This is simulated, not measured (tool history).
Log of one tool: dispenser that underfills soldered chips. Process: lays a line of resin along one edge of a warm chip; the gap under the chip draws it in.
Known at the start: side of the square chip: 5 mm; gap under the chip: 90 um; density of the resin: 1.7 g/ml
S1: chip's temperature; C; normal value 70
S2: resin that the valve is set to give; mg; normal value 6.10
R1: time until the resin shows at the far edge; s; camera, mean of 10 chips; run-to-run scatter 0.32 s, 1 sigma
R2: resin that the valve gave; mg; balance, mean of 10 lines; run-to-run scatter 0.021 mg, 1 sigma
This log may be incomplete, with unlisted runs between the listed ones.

run	day	S1	S2	R1	R2
1	0.000	70	6.10	12.2	5.91
# day 0.542: new syringe of resin
2	0.700	70	6.10	12.3	5.85
3	1.075	70	6.10	17.6	5.80
# day 1.271: new syringe of resin
4	1.475	70	6.10	13.4	5.77
# day 1.779: dispensing valve cleaned and set on the balance
5	1.921	76	6.10	14.0	6.12
# day 2.058: new syringe of resin
6	2.296	76	6.10	10.9	6.09
# day 2.758: new syringe of resin
7	3.000	76	6.10	10.7	6.03
# day 3.479: new syringe of resin
8	3.479	76	6.10	8.9	5.97
9	4.017	70	5.98	17.0	5.81
# day 4.188: new syringe of resin
10	4.392	70	5.98	12.4	5.82
11	4.833	70	5.98	18.4	5.75
# day 4.912: new syringe of resin
# day 5.446: dispensing valve cleaned and set on the balance
12	5.579	70	7.18	17.8	7.17
# day 5.688: new syringe of resin
13	6.171	70	7.18	16.1	7.15
# day 6.396: new syringe of resin
14	6.667	70	6.10	13.2	5.99
# day 7.108: new syringe of resin
15	7.108	70	6.10	11.6	5.95
16	7.538	70	6.10	15.6	5.96
# day 7.838: new syringe of resin
17	7.962	70	6.10	12.0	5.88
# day 8.542: new syringe of resin
18	8.633	70	6.10	12.0	5.84
# day 9.125: dispensing valve cleaned and set on the balance
19	9.183	62	5.36	23.4	5.36
# day 9.300: new syringe of resin
20	9.483	85	6.68	6.8	6.65
21	9.783	85	6.68	9.3	6.64
# day 10.029: new syringe of resin
22	10.400	83	5.22	8.6	5.16
# day 10.733: new syringe of resin
23	10.983	60	7.43	18.7	7.20
# day 11.471: new syringe of resin
24	11.625	82	5.89	7.6	5.72
25	12.062	74	7.00	14.1	6.72
# day 12.221: new syringe of resin
26	12.450	66	7.00	14.3	6.69
# day 12.800: dispensing valve cleaned and set on the balance
# day 12.975: new syringe of resin
27	13.079	66	6.90	13.5	6.89
# day 13.692: new syringe of resin
28	13.721	56	7.29	18.1	7.24
29	14.362	78	7.15	12.7	7.02
# day 14.408: new syringe of resin
30	15.008	63	7.67	21.5	7.49
# day 15.158: new syringe of resin
31	15.612	65	6.64	17.6	6.39
# day 15.908: new syringe of resin
32	16.117	65	6.64	14.6	6.37
# day 16.517: dispensing valve cleaned and set on the balance
33	16.562	65	6.64	19.6	6.59
# day 16.700: new syringe of resin
34	17.229	56	7.26	27.4	7.20
# day 17.412: new syringe of resin
35	17.571	56	7.26	20.5	7.11

Forecast each of these 3 alternatives for the next run:
# day 18.117: new syringe of resin
A	18.138	67	7.47	?	?
# day 18.117: new syringe of resin
B	18.138	62	5.95	?	?
# day 18.117: new syringe of resin
C	18.138	70	7.70	?	?

run	R1	R2
A	11.5	7.26
B	14.1	5.77
C	10.2	7.52
What these runs would have given with no unlogged condition in the tool:
run	R1	R2
A	12.2	7.45
B	15.0	5.93
C	10.9	7.72
